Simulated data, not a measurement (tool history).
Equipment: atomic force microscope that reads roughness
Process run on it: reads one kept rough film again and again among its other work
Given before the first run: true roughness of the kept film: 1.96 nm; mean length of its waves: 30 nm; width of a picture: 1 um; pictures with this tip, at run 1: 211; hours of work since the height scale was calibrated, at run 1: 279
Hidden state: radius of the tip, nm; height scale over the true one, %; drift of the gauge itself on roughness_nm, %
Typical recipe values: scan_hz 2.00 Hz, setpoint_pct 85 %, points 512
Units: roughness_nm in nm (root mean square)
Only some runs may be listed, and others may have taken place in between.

run,hour,scan_hz,setpoint_pct,points,pictures with this tip,hours of work since the height scale was calibrated,roughness_nm
1,0.0,2.00,85,512,211,279,1.355
2,16.3,2.00,85,512,232,286,1.347
3,27.5,2.00,85,512,247,290,1.350
4,46.2,2.00,85,512,272,298,1.353
5,65.3,2.00,85,313,297,306,1.329
6,80.4,2.00,85,313,317,312,1.319
7,98.3,2.00,85,512,341,319,1.319
8,113.0,2.00,85,260,361,325,1.304
9,123.9,2.00,85,260,375,329,1.287
# hour 138.1: new tip fitted
10,139.6,1.01,85,512,2,335,1.625
11,153.5,1.01,68,512,21,341,1.744
12,178.5,1.01,68,512,54,351,1.740
13,199.5,1.01,68,302,82,360,1.722
14,216.7,1.60,85,512,105,366,1.457
15,242.0,1.12,87,402,138,377,1.511
16,252.3,2.85,70,399,152,381,1.501
# hour 255.2: height scale calibrated on a step standard
17,277.4,0.64,62,295,184,9,1.717
18,301.6,0.64,62,295,216,19,1.699
19,316.6,1.14,76,718,236,25,1.582
20,341.5,3.00,85,419,269,35,1.204
21,357.0,3.00,85,419,289,41,1.187
# hour 364.2: height scale calibrated on a step standard, once more
22,381.5,3.00,85,419,320,7,1.189
23,396.6,3.00,85,419,341,13,1.186
24,414.5,3.00,85,419,364,20,1.184
25,427.3,2.06,86,745,381,25,1.290

How the hidden state differs across the entries between the runs, from the last listed run before each to the first after it:
From run 9 to run 10: new tip fitted (hour 138.1)
  radius of the tip, nm: 17.9 -> 5.2
  measured value less the no-hidden-state value, roughness_nm: -0.140 -> -0.006 nm (root mean square)
From run 16 to run 17: height scale calibrated on a step standard (hour 255.2)
  radius of the tip, nm: 10.3 -> 11.4; height scale over the true one, %: -0.25 -> -0.3
  measured value less the no-hidden-state value, roughness_nm: -0.069 -> -0.096 nm (root mean square)
From run 21 to run 22: height scale calibrated on a step standard, once more (hour 364.2)
  radius of the tip, nm: 14.9 -> 15.9; height scale over the true one, %: -0.32 -> 0.13
  measured value less the no-hidden-state value, roughness_nm: -0.101 -> -0.106 nm (root mean square)
